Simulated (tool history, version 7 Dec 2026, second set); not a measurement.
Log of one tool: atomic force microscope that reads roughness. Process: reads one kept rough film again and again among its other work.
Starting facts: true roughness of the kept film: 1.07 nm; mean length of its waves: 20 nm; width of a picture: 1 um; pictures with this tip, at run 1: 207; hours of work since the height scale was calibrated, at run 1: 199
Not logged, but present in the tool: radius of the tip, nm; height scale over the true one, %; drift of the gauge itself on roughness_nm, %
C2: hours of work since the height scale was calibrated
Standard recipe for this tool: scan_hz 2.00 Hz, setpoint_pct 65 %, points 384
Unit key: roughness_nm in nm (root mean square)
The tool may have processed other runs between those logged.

{"run": 1, "day": 0.0, "scan_hz": 2.0, "setpoint_pct": 65, "points": 384, "pictures with this tip": 207, "C2": 199, "roughness_nm": 0.776}
{"run": 2, "day": 0.767, "scan_hz": 2.0, "setpoint_pct": 65, "points": 384, "pictures with this tip": 222, "C2": 207, "roughness_nm": 0.77}
{"run": 3, "day": 1.429, "scan_hz": 2.57, "setpoint_pct": 65, "points": 384, "pictures with this tip": 236, "C2": 215, "roughness_nm": 0.76}
{"run": 4, "day": 2.283, "scan_hz": 2.57, "setpoint_pct": 65, "points": 384, "pictures with this tip": 252, "C2": 225, "roughness_nm": 0.751}
{"run": 5, "day": 2.896, "scan_hz": 2.0, "setpoint_pct": 65, "points": 384, "pictures with this tip": 265, "C2": 232, "roughness_nm": 0.74}
{"run": 6, "day": 3.358, "scan_hz": 2.0, "setpoint_pct": 65, "points": 384, "pictures with this tip": 274, "C2": 237, "roughness_nm": 0.738}
{"run": 7, "day": 3.712, "scan_hz": 2.0, "setpoint_pct": 65, "points": 384, "pictures with this tip": 281, "C2": 241, "roughness_nm": 0.734}
{"run": 8, "day": 4.312, "scan_hz": 2.0, "setpoint_pct": 65, "points": 384, "pictures with this tip": 293, "C2": 248, "roughness_nm": 0.732}
{"day": 4.783, "done": "new tip fitted"}
{"run": 9, "day": 4.783, "scan_hz": 2.0, "setpoint_pct": 65, "points": 384, "pictures with this tip": 0, "C2": 254, "roughness_nm": 0.921}
{"run": 10, "day": 5.512, "scan_hz": 2.0, "setpoint_pct": 58, "points": 522, "pictures with this tip": 14, "C2": 262, "roughness_nm": 0.918}
{"run": 11, "day": 5.883, "scan_hz": 2.0, "setpoint_pct": 58, "points": 522, "pictures with this tip": 21, "C2": 266, "roughness_nm": 0.916}
{"run": 12, "day": 6.629, "scan_hz": 2.0, "setpoint_pct": 58, "points": 522, "pictures with this tip": 36, "C2": 275, "roughness_nm": 0.914}
{"run": 13, "day": 7.042, "scan_hz": 0.76, "setpoint_pct": 65, "points": 384, "pictures with this tip": 44, "C2": 280, "roughness_nm": 0.901}
{"run": 14, "day": 7.767, "scan_hz": 0.88, "setpoint_pct": 89, "points": 384, "pictures with this tip": 59, "C2": 288, "roughness_nm": 0.863}
{"run": 15, "day": 8.162, "scan_hz": 0.9, "setpoint_pct": 84, "points": 393, "pictures with this tip": 66, "C2": 293, "roughness_nm": 0.866}
{"run": 16, "day": 8.608, "scan_hz": 0.9, "setpoint_pct": 84, "points": 393, "pictures with this tip": 75, "C2": 298, "roughness_nm": 0.859}
{"run": 17, "day": 9.262, "scan_hz": 2.0, "setpoint_pct": 65, "points": 643, "pictures with this tip": 88, "C2": 305, "roughness_nm": 0.866}

Branching from run 17: 5 alternative next runs. What would each branch give?
{"run": "A", "day": 9.912, "scan_hz": 0.58, "setpoint_pct": 82, "points": 384, "pictures with this tip": 101, "C2": 313, "roughness_nm": "?"}
{"run": "B", "day": 9.912, "scan_hz": 0.9, "setpoint_pct": 77, "points": 310, "pictures with this tip": 101, "C2": 313, "roughness_nm": "?"}
{"run": "C", "day": 9.912, "scan_hz": 3.3, "setpoint_pct": 73, "points": 541, "pictures with this tip": 101, "C2": 313, "roughness_nm": "?"}
{"run": "D", "day": 9.912, "scan_hz": 2.28, "setpoint_pct": 70, "points": 643, "pictures with this tip": 101, "C2": 313, "roughness_nm": "?"}
{"run": "E", "day": 9.912, "scan_hz": 2.0, "setpoint_pct": 77, "points": 638, "pictures with this tip": 101, "C2": 313, "roughness_nm": "?"}

run=A roughness_nm=0.864
run=B roughness_nm=0.833
run=C roughness_nm=0.814
run=D roughness_nm=0.837
run=E roughness_nm=0.829
What these runs would have given with no unlogged condition in the tool:
run=A roughness_nm=0.950
run=B roughness_nm=0.918
run=C roughness_nm=0.896
run=D roughness_nm=0.922
run=E roughness_nm=0.912
